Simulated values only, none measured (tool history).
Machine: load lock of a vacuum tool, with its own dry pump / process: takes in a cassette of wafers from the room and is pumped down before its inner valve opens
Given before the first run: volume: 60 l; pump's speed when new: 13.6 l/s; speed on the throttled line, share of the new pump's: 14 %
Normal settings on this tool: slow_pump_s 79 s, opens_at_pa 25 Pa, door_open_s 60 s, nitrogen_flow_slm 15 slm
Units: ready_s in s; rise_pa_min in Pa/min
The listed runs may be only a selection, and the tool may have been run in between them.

run,hour,slow_pump_s,opens_at_pa,door_open_s,nitrogen_flow_slm,"incoming humidity of the room's air, %",ready_s,rise_pa_min
1,0,79,25,60,15,46,105.5,0.257
2,76.9,79,25,28,15,46.2,105.9,0.237
3,152.2,79,25,28,15,43.6,105.3,0.246
4,276.7,79,25,60,15,45.5,105.5,0.271
5,438.9,79,25,60,15,47.9,106.1,0.287
6,531.9,79,25,60,15,46.3,106.1,0.289
7,622.5,79,25,60,15,40,105.7,0.292
8,793.7,79,25,60,15,48.7,105.8,0.311
9,919,48,25,60,15,47.4,78.7,0.317
10,1082.5,54,40,99,15,42.5,82.6,0.34
11,1241.4,80,29,99,15,42.2,106.1,0.352
12,1373.2,80,29,99,15,42.2,105.7,0.362
13,1544.7,147,29,167,15,42.2,163.7,0.398
# hour 1569.3: door's seal changed, seat wiped
14,1695.7,147,29,167,15,46.3,163.9,0.092
15,1849.7,79,36,60,15,46.7,103.9,0.046

5 ways to go on from here, each from the tool as it stands after run 15. What would each give?
A,1938.8,69,34,60,17,49.7,?,?
B,1938.8,76,36,60,15,46.9,?,?
C,1938.8,79,36,50,16,45,?,?
D,1938.8,79,36,140,15,44.7,?,?
E,1938.8,55,25,60,15,44.9,?,?

run,ready_s,rise_pa_min
A,95.8,0.054
B,101.5,0.052
C,104.1,0.048
D,104.5,0.074
E,85.5,0.049
Without the tool's unlogged condition, the same runs would have read:
run,ready_s,rise_pa_min
A,94.8,0.049
B,100.6,0.046
C,103.2,0.042
D,103.6,0.069
E,84.3,0.043
